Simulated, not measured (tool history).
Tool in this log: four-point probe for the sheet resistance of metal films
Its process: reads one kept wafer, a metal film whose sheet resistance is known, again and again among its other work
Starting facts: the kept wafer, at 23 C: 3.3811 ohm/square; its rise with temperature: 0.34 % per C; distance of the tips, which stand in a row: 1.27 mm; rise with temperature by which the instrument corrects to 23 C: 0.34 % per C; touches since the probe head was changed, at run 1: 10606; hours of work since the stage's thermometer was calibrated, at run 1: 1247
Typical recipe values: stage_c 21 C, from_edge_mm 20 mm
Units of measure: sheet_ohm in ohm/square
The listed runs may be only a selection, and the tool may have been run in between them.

run,hour,stage_c,from_edge_mm,touches since the probe head was changed,hours of work since the stage's thermometer was calibrated,sheet_ohm
1,0,21,20,10606,1247,3.402937
2,27.2,21,20,11208,1261,3.403176
3,58.9,21,16,11908,1277,3.408681
4,102.9,21,16,12879,1300,3.407028
5,145.7,21,12,13825,1322,3.417061
6,175.4,21,10,14480,1338,3.424701
7,212.8,21,20,15306,1357,3.40457
8,236.1,21,20,15821,1369,3.403803
9,261,21,20,16371,1382,3.403986
10,286.2,21,20,16928,1395,3.403407
11,308.4,21,20,17418,1407,3.404403
# hour 318.3: stage's thermometer calibrated
12,327.6,21,4,17833,5,3.565148
13,347.6,21,4,18273,15,3.566476
14,390,27,20,19210,37,3.399854
15,422.3,27,20,19923,54,3.398355
16,460.5,27,20,20767,74,3.398398
17,505.1,21,51,21753,97,3.393653
18,527.6,25,20,22249,108,3.39996
19,555.3,31,14,22861,123,3.406703
20,592.8,20,41,23689,142,3.395596
21,629.1,20,29,24492,161,3.3966
22,647.4,20,29,24896,170,3.397731
23,689.9,33,37,25836,192,3.395779
24,724.8,30,6,26607,210,3.473701
25,757.5,31,9,27328,227,3.429325
26,786.5,28,4,27970,242,3.567725
27,820.4,28,4,28718,260,3.568558
28,863.3,30,12,29665,282,3.413805
29,906.9,33,6,30628,305,3.474115
30,937.6,22,4,31307,320,3.568403
31,955.8,35,49,31708,330,3.394624

Measured result minus the same run's result without the hidden state. Both carry the same run-to-run variation, though not necessarily the same gauge scatter:
Hidden state at play: inner tips' distance over the nominal, %; tips' flats over new ones', %; wafer's true temperature over the reading, C; drift of the gauge itself on sheet_ohm, %.
run,sheet_ohm
1,+0.014127
2,+0.014255
3,+0.014436
4,+0.014642
5,+0.014894
6,+0.015067
7,+0.015166
8,+0.01527
9,+0.01539
10,+0.015506
11,+0.015621
12,+0.010887
13,+0.010987
14,+0.010712
15,+0.010859
16,+0.011036
17,+0.011242
18,+0.011361
19,+0.011496
20,+0.011658
21,+0.011851
22,+0.011946
23,+0.012113
24,+0.012547
25,+0.012553
26,+0.013176
27,+0.013354
28,+0.013013
29,+0.013432
30,+0.013963
31,+0.01337
